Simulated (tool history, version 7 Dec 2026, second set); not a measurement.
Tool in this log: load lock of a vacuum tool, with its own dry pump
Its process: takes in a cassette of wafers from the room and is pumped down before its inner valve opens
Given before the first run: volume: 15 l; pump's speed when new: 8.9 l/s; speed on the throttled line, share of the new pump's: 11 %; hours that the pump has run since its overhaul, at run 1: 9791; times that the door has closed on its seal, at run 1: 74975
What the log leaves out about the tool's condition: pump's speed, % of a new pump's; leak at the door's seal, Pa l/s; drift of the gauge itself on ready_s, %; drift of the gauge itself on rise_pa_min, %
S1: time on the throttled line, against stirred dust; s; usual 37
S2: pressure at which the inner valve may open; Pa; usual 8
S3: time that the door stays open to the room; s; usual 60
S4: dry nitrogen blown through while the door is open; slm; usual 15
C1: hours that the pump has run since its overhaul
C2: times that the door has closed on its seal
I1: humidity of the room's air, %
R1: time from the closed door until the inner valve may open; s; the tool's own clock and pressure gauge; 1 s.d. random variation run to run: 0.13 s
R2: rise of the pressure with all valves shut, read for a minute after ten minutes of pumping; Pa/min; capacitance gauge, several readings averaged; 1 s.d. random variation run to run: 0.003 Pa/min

Run 1, hour 0: usual settings; C1 9791; C2 74975; I1 47.1. Result: R1 49.1 s, R2 0.034 Pa/min.
At hour 328.4: door's seal changed, seat wiped.
Run 2, hour 417.2: usual settings; C1 10207; C2 246; I1 42.7. Result: R1 49.3 s, R2 0.036 Pa/min.
Run 3, hour 817.5: usual settings but S1 51 s; C1 10607; C2 1357; I1 45.9. Result: R1 61.5 s, R2 0.04 Pa/min.
Run 4, hour 1534.5: usual settings but S1 51 s; C1 11324; C2 3347; I1 45.7. Result: R1 61.5 s, R2 0.04 Pa/min.
Run 5, hour 1955.7: usual settings but S1 46 s; C1 11746; C2 4515; I1 41.7. Result: R1 57 s, R2 0.036 Pa/min.
Run 6, hour 2521.5: usual settings but S1 46 s; C1 12312; C2 6086; I1 46.2. Result: R1 56.9 s, R2 0.043 Pa/min.
Run 7, hour 3097.4: usual settings but S1 46 s; C1 12887; C2 7684; I1 43.7. Result: R1 57.1 s, R2 0.032 Pa/min.
Run 8, hour 3447.3: usual settings but S1 46 s; C1 13237; C2 8655; I1 43.1. Result: R1 57 s, R2 0.041 Pa/min.
Run 9, hour 3872.5: usual settings but S1 46 s; C1 13662; C2 9834; I1 43.7. Result: R1 57.1 s, R2 0.041 Pa/min.
Run 10, hour 4197.8: usual settings; C1 13988; C2 10737; I1 45.8. Result: R1 49 s, R2 0.04 Pa/min.
Run 11, hour 4785.3: usual settings; C1 14575; C2 12368; I1 43.8. Result: R1 49 s, R2 0.037 Pa/min.
Run 12, hour 5087.2: usual settings; C1 14877; C2 13205; I1 43.3. Result: R1 49.2 s, R2 0.042 Pa/min.
Run 13, hour 5515: usual settings; C1 15305; C2 14392; I1 45.3. Result: R1 49.2 s, R2 0.038 Pa/min.
Run 14, hour 5922.2: usual settings; C1 15712; C2 15523; I1 45.2. Result: R1 49 s, R2 0.034 Pa/min.
Run 15, hour 6590.6: usual settings; C1 16381; C2 17377; I1 48.7. Result: R1 48.9 s, R2 0.036 Pa/min.
Run 16, hour 7127.4: usual settings; C1 16917; C2 18867; I1 45.4. Result: R1 48.9 s, R2 0.036 Pa/min.
At hour 7364.6: dry pump taken out, an overhauled one fitted.
Run 17, hour 7435.2: usual settings; C1 71; C2 19705; I1 50.1. Result: R1 49.1 s, R2 0.039 Pa/min.
Run 18, hour 7783.9: usual settings but S1 42 s; C1 419; C2 20672; I1 46.4. Result: R1 53.4 s, R2 0.039 Pa/min.
Run 19, hour 8416.4: usual settings but S1 67 s, S3 50 s, S4 9 slm; C1 1052; C2 22427; I1 44.7. Result: R1 75.7 s, R2 0.043 Pa/min.

Run 20 is up next; what results do you expect?
Run 20, hour 8722.8: usual settings but S1 67 s, S3 50 s, S4 9 slm; C1 1358; C2 23278; I1 47.7. Result: R1 ?, R2 ?.

{"run 20": {"R1": 76, "R2": 0.041}}
Minus the tool's unlogged condition, the same run would have read R1 76 s, R2 0.04 Pa/min.
